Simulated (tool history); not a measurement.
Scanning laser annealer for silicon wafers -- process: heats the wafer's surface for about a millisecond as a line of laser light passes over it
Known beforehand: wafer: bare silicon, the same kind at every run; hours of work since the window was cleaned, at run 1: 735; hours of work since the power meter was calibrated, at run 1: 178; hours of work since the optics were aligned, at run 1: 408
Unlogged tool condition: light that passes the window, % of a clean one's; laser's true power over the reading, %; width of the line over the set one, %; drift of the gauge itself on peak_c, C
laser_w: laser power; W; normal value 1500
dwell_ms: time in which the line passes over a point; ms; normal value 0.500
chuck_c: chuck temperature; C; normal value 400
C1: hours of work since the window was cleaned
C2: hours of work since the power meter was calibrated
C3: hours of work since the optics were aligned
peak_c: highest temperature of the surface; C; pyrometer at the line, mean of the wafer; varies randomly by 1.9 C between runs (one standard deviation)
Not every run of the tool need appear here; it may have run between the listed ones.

Run 1, day 0.000: usual settings; C1 735; C2 178; C3 408. Result: peak_c 1067 C.
Run 2, day 1.679: usual settings; C1 758; C2 201; C3 432. Result: peak_c 1067 C.
Run 3, day 3.458: usual settings but dwell_ms 0.449 ms; C1 783; C2 226; C3 456. Result: peak_c 1035 C.
Run 4, day 4.596: usual settings but dwell_ms 0.540 ms; C1 799; C2 241; C3 472. Result: peak_c 1090 C.
Run 5, day 5.521: usual settings; C1 811; C2 254; C3 485. Result: peak_c 1064 C.
Run 6, day 6.600: usual settings; C1 826; C2 269; C3 500. Result: peak_c 1064 C.
Run 7, day 7.471: usual settings; C1 839; C2 281; C3 512. Result: peak_c 1061 C.
At day 8.017: window over the wafer cleaned.
Run 8, day 8.504: usual settings but dwell_ms 0.451 ms; C1 7; C2 294; C3 525. Result: peak_c 1064 C.
Run 9, day 9.404: usual settings but dwell_ms 0.481 ms; C1 19; C2 307; C3 538. Result: peak_c 1086 C.
Run 10, day 10.888: usual settings but laser_w 1649 W, dwell_ms 0.580 ms, chuck_c 417 C; C1 40; C2 328; C3 558. Result: peak_c 1232 C.
Run 11, day 12.246: usual settings but laser_w 1645 W; C1 59; C2 346; C3 577. Result: peak_c 1159 C.
Run 12, day 13.079: usual settings but laser_w 1645 W; C1 70; C2 358; C3 589. Result: peak_c 1160 C.
Run 13, day 14.875: usual settings but laser_w 1333 W, dwell_ms 0.469 ms, chuck_c 425 C; C1 95; C2 383; C3 614. Result: peak_c 1026 C.
Run 14, day 15.846: usual settings but laser_w 1439 W, dwell_ms 0.513 ms, chuck_c 431 C; C1 109; C2 396; C3 627. Result: peak_c 1099 C.
Run 15, day 16.829: usual settings but laser_w 1319 W, dwell_ms 0.513 ms, chuck_c 412 C; C1 122; C2 410; C3 641. Result: peak_c 1023 C.
Run 16, day 18.150: usual settings but dwell_ms 0.508 ms, chuck_c 397 C; C1 140; C2 428; C3 659. Result: peak_c 1090 C.
Run 17, day 19.450: usual settings but dwell_ms 0.508 ms, chuck_c 397 C; C1 159; C2 446; C3 677. Result: peak_c 1086 C.

Difference, measured minus no-hidden-state, one row per run. Run-to-run variation is common to both terms; the gauge's own scatter need not be:
run  peak_c
  1     -34
  2     -35
  3     -34
  4     -38
  5     -38
  6     -38
  7     -39
  8      -6
  9      -6
 10      -9
 11     -10
 12     -10
 13      -9
 14     -10
 15     -11
 16     -12
 17     -14
